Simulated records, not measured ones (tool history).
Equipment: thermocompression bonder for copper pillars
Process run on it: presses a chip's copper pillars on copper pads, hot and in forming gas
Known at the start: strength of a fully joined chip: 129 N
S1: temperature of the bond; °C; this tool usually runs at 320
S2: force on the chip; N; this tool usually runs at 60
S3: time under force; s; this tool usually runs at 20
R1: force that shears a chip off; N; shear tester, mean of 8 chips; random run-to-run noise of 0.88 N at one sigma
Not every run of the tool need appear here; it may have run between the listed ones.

run 1 day=0.000 | S1=320 S2=60 S3=20 | R1=68.7
run 2 day=2.229 | S1=320 S2=60 S3=20 | R1=66.7
run 3 day=4.704 | S1=320 S2=60 S3=20 | R1=66.3
-- day=7.008 forming gas filter changed
run 4 day=7.104 | S1=320 S2=60 S3=20 | R1=73.8
run 5 day=8.521 | S1=320 S2=81 S3=20 | R1=90.7
run 6 day=11.150 | S1=320 S2=81 S3=20 | R1=90.0
run 7 day=13.062 | S1=320 S2=75 S3=20 | R1=83.1

Run 8 has not been measured yet. What should we expect?
run 8 day=14.429 | S1=327 S2=58 S3=20 | R1=?

{"run 8": {"R1": 70.3}}
The same run, on a tool lacking any hidden state, would have yielded R1 73.4 N.

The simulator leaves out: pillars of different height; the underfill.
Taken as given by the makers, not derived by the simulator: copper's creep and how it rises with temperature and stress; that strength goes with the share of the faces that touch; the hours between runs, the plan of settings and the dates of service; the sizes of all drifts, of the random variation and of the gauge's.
